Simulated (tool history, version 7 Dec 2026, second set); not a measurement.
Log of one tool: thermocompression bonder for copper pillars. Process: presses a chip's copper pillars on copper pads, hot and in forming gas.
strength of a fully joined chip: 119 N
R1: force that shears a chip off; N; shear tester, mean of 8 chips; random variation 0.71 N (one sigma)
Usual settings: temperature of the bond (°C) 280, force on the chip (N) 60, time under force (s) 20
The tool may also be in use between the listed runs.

{"run": 1, "hour": 0.0, "temperature of the bond (°C)": 280, "force on the chip (N)": 60, "time under force (s)": 20, "R1": 55.5}
{"run": 2, "hour": 15.0, "temperature of the bond (°C)": 280, "force on the chip (N)": 60, "time under force (s)": 20, "R1": 55.9}
{"run": 3, "hour": 32.1, "temperature of the bond (°C)": 280, "force on the chip (N)": 40, "time under force (s)": 20, "R1": 44.4}
{"run": 4, "hour": 53.0, "temperature of the bond (°C)": 280, "force on the chip (N)": 40, "time under force (s)": 20, "R1": 44.2}
{"run": 5, "hour": 70.9, "temperature of the bond (°C)": 280, "force on the chip (N)": 40, "time under force (s)": 20, "R1": 44.1}
{"run": 6, "hour": 84.6, "temperature of the bond (°C)": 280, "force on the chip (N)": 40, "time under force (s)": 20, "R1": 44.1}
{"run": 7, "hour": 106.4, "temperature of the bond (°C)": 280, "force on the chip (N)": 43, "time under force (s)": 20, "R1": 44.5}
{"run": 8, "hour": 124.9, "temperature of the bond (°C)": 280, "force on the chip (N)": 43, "time under force (s)": 20, "R1": 46.4}
{"run": 9, "hour": 148.4, "temperature of the bond (°C)": 269, "force on the chip (N)": 60, "time under force (s)": 20, "R1": 46.6}
{"run": 10, "hour": 163.0, "temperature of the bond (°C)": 280, "force on the chip (N)": 60, "time under force (s)": 20, "R1": 54.7}
{"hour": 166.2, "done": "force cell calibrated"}
{"run": 11, "hour": 188.5, "temperature of the bond (°C)": 280, "force on the chip (N)": 41, "time under force (s)": 59, "R1": 65.7}
{"run": 12, "hour": 202.6, "temperature of the bond (°C)": 264, "force on the chip (N)": 60, "time under force (s)": 57, "R1": 63.1}
{"run": 13, "hour": 221.1, "temperature of the bond (°C)": 299, "force on the chip (N)": 60, "time under force (s)": 24, "R1": 70.8}
{"run": 14, "hour": 231.2, "temperature of the bond (°C)": 299, "force on the chip (N)": 60, "time under force (s)": 24, "R1": 70}
{"run": 15, "hour": 253.3, "temperature of the bond (°C)": 299, "force on the chip (N)": 60, "time under force (s)": 24, "R1": 69.8}
{"hour": 268.7, "done": "force cell calibrated, once more"}
{"run": 16, "hour": 274.5, "temperature of the bond (°C)": 301, "force on the chip (N)": 60, "time under force (s)": 30, "R1": 73.6}
{"run": 17, "hour": 288.9, "temperature of the bond (°C)": 280, "force on the chip (N)": 60, "time under force (s)": 13, "R1": 44.8}
{"run": 18, "hour": 311.3, "temperature of the bond (°C)": 279, "force on the chip (N)": 67, "time under force (s)": 22, "R1": 54.2}
{"run": 19, "hour": 327.8, "temperature of the bond (°C)": 262, "force on the chip (N)": 74, "time under force (s)": 11, "R1": 36.7}

Hidden state or all else? Some run-to-run changes of R1, split into what the settings, what came in and random variation would give without the hidden state, and what is left for the hidden state (with any gauge scatter that isn't in both results):
The hidden state here: true temperature of the bond over the reading, C; force that reaches the chip, % of what is set; oxide that the forming gas leaves, % of the face; drift of the gauge itself on shear_n, %.
Run 15 -> 16: temperature of the bond (°C) 299 -> 301, time under force (s) 24 -> 30, force cell calibrated, once more. R1 +3.8 N: hidden state -1.9, all else +5.7.
Run 16 -> 17: temperature of the bond (°C) 301 -> 280, time under force (s) 30 -> 13. R1 -28.8 N: hidden state +1.5, all else -30.3.

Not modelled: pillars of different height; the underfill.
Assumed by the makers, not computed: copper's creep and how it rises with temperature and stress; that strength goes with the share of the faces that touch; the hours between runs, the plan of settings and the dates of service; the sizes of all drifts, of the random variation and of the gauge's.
